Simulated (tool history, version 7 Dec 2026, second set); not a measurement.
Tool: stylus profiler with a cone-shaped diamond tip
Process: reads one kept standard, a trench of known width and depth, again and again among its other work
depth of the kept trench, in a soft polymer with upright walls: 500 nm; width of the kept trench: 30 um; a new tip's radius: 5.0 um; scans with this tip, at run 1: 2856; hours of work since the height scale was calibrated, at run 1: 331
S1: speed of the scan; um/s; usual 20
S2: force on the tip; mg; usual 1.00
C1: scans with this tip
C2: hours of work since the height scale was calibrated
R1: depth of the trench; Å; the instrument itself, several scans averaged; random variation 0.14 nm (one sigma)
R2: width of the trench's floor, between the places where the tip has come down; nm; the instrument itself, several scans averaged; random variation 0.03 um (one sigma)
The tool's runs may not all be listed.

{"run": 1, "hour": 0.0, "S1": 20, "S2": 1.0, "C1": 2856, "C2": 331, "R1": 5042.0, "R2": 25480}
{"run": 2, "hour": 36.0, "S1": 20, "S2": 1.0, "C1": 3079, "C2": 357, "R1": 5041.2, "R2": 25420}
{"run": 3, "hour": 68.9, "S1": 20, "S2": 1.0, "C1": 3282, "C2": 380, "R1": 5043.2, "R2": 25420}
{"run": 4, "hour": 93.2, "S1": 20, "S2": 1.0, "C1": 3433, "C2": 398, "R1": 5042.5, "R2": 25390}
{"run": 5, "hour": 114.3, "S1": 20, "S2": 0.51, "C1": 3563, "C2": 413, "R1": 5023.0, "R2": 25370}
{"run": 6, "hour": 145.3, "S1": 20, "S2": 0.51, "C1": 3755, "C2": 435, "R1": 5021.8, "R2": 25360}
{"run": 7, "hour": 168.8, "S1": 52, "S2": 1.0, "C1": 3900, "C2": 452, "R1": 5040.7, "R2": 25290}
{"run": 8, "hour": 200.3, "S1": 52, "S2": 1.0, "C1": 4095, "C2": 475, "R1": 5040.7, "R2": 25260}
{"run": 9, "hour": 248.2, "S1": 20, "S2": 0.57, "C1": 4392, "C2": 509, "R1": 5023.2, "R2": 25350}
{"run": 10, "hour": 279.2, "S1": 20, "S2": 0.57, "C1": 4583, "C2": 531, "R1": 5022.0, "R2": 25260}
{"run": 11, "hour": 311.8, "S1": 20, "S2": 1.0, "C1": 4786, "C2": 555, "R1": 5040.7, "R2": 25290}
{"run": 12, "hour": 341.8, "S1": 20, "S2": 1.0, "C1": 4971, "C2": 576, "R1": 5039.1, "R2": 25310}
{"run": 13, "hour": 369.4, "S1": 20, "S2": 1.0, "C1": 5142, "C2": 596, "R1": 5040.3, "R2": 25320}
{"run": 14, "hour": 402.2, "S1": 20, "S2": 1.0, "C1": 5345, "C2": 619, "R1": 5038.6, "R2": 25300}
{"run": 15, "hour": 422.8, "S1": 20, "S2": 1.0, "C1": 5473, "C2": 634, "R1": 5037.7, "R2": 25300}
{"run": 16, "hour": 449.3, "S1": 72, "S2": 1.84, "C1": 5636, "C2": 653, "R1": 5059.7, "R2": 25170}
{"run": 17, "hour": 495.1, "S1": 55, "S2": 1.77, "C1": 5920, "C2": 686, "R1": 5056.8, "R2": 25220}
{"hour": 500.0, "done": "height scale calibrated on a step standard"}
{"run": 18, "hour": 531.7, "S1": 33, "S2": 0.78, "C1": 6143, "C2": 23, "R1": 5025.3, "R2": 25210}
{"run": 19, "hour": 576.6, "S1": 33, "S2": 0.78, "C1": 6421, "C2": 55, "R1": 5028.9, "R2": 25140}
{"run": 20, "hour": 600.4, "S1": 33, "S2": 0.78, "C1": 6569, "C2": 72, "R1": 5026.7, "R2": 25180}
{"hour": 642.0, "done": "height scale calibrated on a step standard, once more"}
{"run": 21, "hour": 647.9, "S1": 9, "S2": 0.44, "C1": 6859, "C2": 4, "R1": 5029.1, "R2": 25240}
{"run": 22, "hour": 680.8, "S1": 10, "S2": 1.06, "C1": 7063, "C2": 28, "R1": 5051.1, "R2": 25240}
{"run": 23, "hour": 724.9, "S1": 10, "S2": 1.06, "C1": 7336, "C2": 59, "R1": 5051.1, "R2": 25210}
{"run": 24, "hour": 765.3, "S1": 23, "S2": 1.0, "C1": 7586, "C2": 88, "R1": 5048.1, "R2": 25130}
{"run": 25, "hour": 814.0, "S1": 76, "S2": 0.41, "C1": 7887, "C2": 123, "R1": 5027.3, "R2": 24830}
{"run": 26, "hour": 851.5, "S1": 33, "S2": 1.4, "C1": 8120, "C2": 150, "R1": 5061.5, "R2": 25070}
{"run": 27, "hour": 876.5, "S1": 33, "S2": 1.4, "C1": 8274, "C2": 168, "R1": 5058.7, "R2": 25110}
{"run": 28, "hour": 904.0, "S1": 34, "S2": 1.88, "C1": 8444, "C2": 188, "R1": 5072.8, "R2": 25120}
{"run": 29, "hour": 925.6, "S1": 34, "S2": 1.88, "C1": 8578, "C2": 203, "R1": 5071.6, "R2": 25030}
{"run": 30, "hour": 966.7, "S1": 27, "S2": 2.38, "C1": 8832, "C2": 233, "R1": 5079.9, "R2": 25100}

Forecast each of these 3 alternatives for the next run:
{"run": "A", "hour": 994.0, "S1": 15, "S2": 1.0, "C1": 9001, "C2": 252, "R1": "?", "R2": "?"}
{"run": "B", "hour": 994.0, "S1": 5, "S2": 2.38, "C1": 9001, "C2": 252, "R1": "?", "R2": "?"}
{"run": "C", "hour": 994.0, "S1": 19, "S2": 2.38, "C1": 9001, "C2": 252, "R1": "?", "R2": "?"}

run=A R1=5046.8 R2=25060
run=B R1=5082.6 R2=25150
run=C R1=5082.5 R2=25080
Without the tool's hidden state the same runs would have given:
run=A R1=5047.8 R2=25570
run=B R1=5083.6 R2=25660
run=C R1=5083.5 R2=25590
